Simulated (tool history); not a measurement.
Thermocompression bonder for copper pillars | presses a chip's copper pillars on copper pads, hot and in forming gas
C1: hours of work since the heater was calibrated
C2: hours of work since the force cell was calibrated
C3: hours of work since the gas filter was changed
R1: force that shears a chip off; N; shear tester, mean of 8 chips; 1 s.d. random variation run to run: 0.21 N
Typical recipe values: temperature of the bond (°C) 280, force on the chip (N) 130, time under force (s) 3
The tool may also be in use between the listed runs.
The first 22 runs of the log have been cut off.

Run 23, hour 937.2: usual settings but temperature of the bond (°C) 295, force on the chip (N) 160; C1 535; C2 1627; C3 51. Result: R1 74.7 N.
Run 24, hour 966.2: usual settings but temperature of the bond (°C) 295, force on the chip (N) 160; C1 550; C2 1643; C3 66. Result: R1 74.3 N.
Run 25, hour 1017.4: usual settings but temperature of the bond (°C) 283, force on the chip (N) 120, time under force (s) 6; C1 577; C2 1670; C3 93. Result: R1 74.7 N.
Run 26, hour 1043.2: usual settings but force on the chip (N) 161, time under force (s) 6; C1 591; C2 1683; C3 107. Result: R1 82.0 N.
At hour 1063.8: heater calibrated with a thermocouple chip.
At hour 1101.4: forming gas filter changed.
Run 27, hour 1101.4: usual settings but temperature of the bond (°C) 288, force on the chip (N) 109, time under force (s) 6; C1 20; C2 1713; C3 0. Result: R1 79.9 N.
Run 28, hour 1148.5: usual settings but temperature of the bond (°C) 290, force on the chip (N) 116, time under force (s) 6; C1 45; C2 1738; C3 25. Result: R1 82.4 N.
Run 29, hour 1175.5: usual settings but temperature of the bond (°C) 294, force on the chip (N) 110, time under force (s) 2; C1 59; C2 1752; C3 39. Result: R1 56.3 N.
Run 30, hour 1217.5: usual settings but temperature of the bond (°C) 267, force on the chip (N) 80, time under force (s) 2; C1 81; C2 1774; C3 61. Result: R1 35.9 N.
Run 31, hour 1252.2: usual settings but temperature of the bond (°C) 286, force on the chip (N) 80, time under force (s) 4; C1 99; C2 1793; C3 80. Result: R1 58.1 N.
Run 32, hour 1298.9: usual settings but temperature of the bond (°C) 286, force on the chip (N) 80, time under force (s) 4; C1 124; C2 1817; C3 104. Result: R1 57.8 N.
Run 33, hour 1343.2: usual settings but temperature of the bond (°C) 302, force on the chip (N) 105, time under force (s) 4; C1 148; C2 1841; C3 128. Result: R1 74.7 N.
At hour 1360.3: forming gas filter changed.
Run 34, hour 1397.7: usual settings but temperature of the bond (°C) 302, force on the chip (N) 105, time under force (s) 6; C1 176; C2 1869; C3 20. Result: R1 86.6 N.
Run 35, hour 1435.1: usual settings but temperature of the bond (°C) 302, force on the chip (N) 105, time under force (s) 6; C1 196; C2 1889; C3 40. Result: R1 86.3 N.
Run 36, hour 1462.3: usual settings but force on the chip (N) 89, time under force (s) 9; C1 210; C2 1903; C3 54. Result: R1 76.9 N.
Run 37, hour 1519.1: usual settings but force on the chip (N) 89, time under force (s) 9; C1 240; C2 1933; C3 84. Result: R1 76.5 N.
Run 38, hour 1566.9: usual settings but force on the chip (N) 89, time under force (s) 9; C1 266; C2 1959; C3 109. Result: R1 75.5 N.

Alternative continuations, all from the tool just after run 38; predict every row:
At hour 1579.8: force cell calibrated.
Run A, hour 1602.7: usual settings but temperature of the bond (°C) 250, force on the chip (N) 105; C1 284; C2 12; C3 127. Result: R1 ?.
At hour 1579.8: force cell calibrated.
Run B, hour 1602.7: usual settings but temperature of the bond (°C) 267, force on the chip (N) 158; C1 284; C2 12; C3 127. Result: R1 ?.
At hour 1579.8: force cell calibrated.
Run C, hour 1602.7: usual settings but temperature of the bond (°C) 258, force on the chip (N) 89, time under force (s) 2; C1 284; C2 12; C3 127. Result: R1 ?.

run    R1
  A  39.5
  B  58.7
  C  33.8
Had the tool no hidden state, the same runs would have come out as:
run    R1
  A  41.3
  B  61.1
  C  35.3

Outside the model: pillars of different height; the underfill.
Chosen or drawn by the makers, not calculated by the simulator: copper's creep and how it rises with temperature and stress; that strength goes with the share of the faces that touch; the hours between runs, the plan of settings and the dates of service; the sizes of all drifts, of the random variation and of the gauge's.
